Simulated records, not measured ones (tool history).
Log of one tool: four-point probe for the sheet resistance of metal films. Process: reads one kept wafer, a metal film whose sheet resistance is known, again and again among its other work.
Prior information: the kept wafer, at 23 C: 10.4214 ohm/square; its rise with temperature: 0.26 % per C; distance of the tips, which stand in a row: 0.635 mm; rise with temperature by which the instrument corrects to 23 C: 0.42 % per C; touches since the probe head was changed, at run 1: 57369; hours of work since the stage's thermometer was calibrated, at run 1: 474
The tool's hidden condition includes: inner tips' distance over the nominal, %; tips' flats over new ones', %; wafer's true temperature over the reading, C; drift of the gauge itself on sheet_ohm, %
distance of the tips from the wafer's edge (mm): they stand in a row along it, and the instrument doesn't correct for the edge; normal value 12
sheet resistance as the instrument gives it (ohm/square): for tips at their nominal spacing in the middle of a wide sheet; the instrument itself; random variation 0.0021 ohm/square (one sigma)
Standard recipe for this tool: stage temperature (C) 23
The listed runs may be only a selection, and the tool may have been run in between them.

run	hour	stage temperature (C)	distance of the tips from the wafer's edge (mm)	touches since the probe head was changed	hours of work since the stage's thermometer was calibrated	sheet resistance as the instrument gives it (ohm/square)
1	0	23	12	57369	474	10.4772
2	16.3	23	12	58298	486	10.477045
3	31.7	23	12	59175	497	10.478358
4	43.1	23	12	59823	506	10.477636
5	55.9	23	12	60552	515	10.478484
6	77.7	23	4	61787	530	10.604572
7	98	23	12	62941	545	10.479543
8	108.5	27	12	63542	553	10.414683
9	133.6	34	12	64968	571	10.301514
10	157.2	34	12	66312	588	10.30088
11	176.2	23	7	67392	601	10.515714
12	200.4	23	7	68766	619	10.515112
13	212.8	35	28	69477	628	10.275143
14	234.8	30	3	70727	644	10.596398
# hour 237.5: stage's thermometer calibrated
15	259.3	23	9	72093	16	10.500969
16	279.6	29	20	73247	30	10.373935
# hour 305.6: stage's thermometer calibrated, once more
17	306.1	23	10	74727	0	10.494305
18	318.3	23	10	75421	9	10.494959
19	331.5	30	58	76168	19	10.352609
20	351.5	35	69	77309	33	10.2791
21	369.1	27	7	78309	46	10.449691
22	387.3	23	27	79342	59	10.47715
23	411.8	27	12	80738	76	10.423959

Some steps in sheet resistance as the instrument gives it (ohm/square), run to run, broken into two amounts with sign: the step expected even without the hidden condition (settings, incoming material, random variation), and the rest, left for the hidden condition together with whatever gauge scatter is not in both the measured and the hidden-condition-free result:
Run 10 -> 11: stage temperature (C) 34 -> 23, distance of the tips from the wafer's edge (mm) 12 -> 7. sheet resistance as the instrument gives it (ohm/square) +0.214834: hidden state +0.001833, all else +0.213001.
Run 12 -> 13: stage temperature (C) 23 -> 35, distance of the tips from the wafer's edge (mm) 7 -> 28. sheet resistance as the instrument gives it (ohm/square) -0.239969: hidden state -0.000647, all else -0.239322.
Run 13 -> 14: stage temperature (C) 35 -> 30, distance of the tips from the wafer's edge (mm) 28 -> 3. sheet resistance as the instrument gives it (ohm/square) +0.321255: hidden state +0.002437, all else +0.318818.

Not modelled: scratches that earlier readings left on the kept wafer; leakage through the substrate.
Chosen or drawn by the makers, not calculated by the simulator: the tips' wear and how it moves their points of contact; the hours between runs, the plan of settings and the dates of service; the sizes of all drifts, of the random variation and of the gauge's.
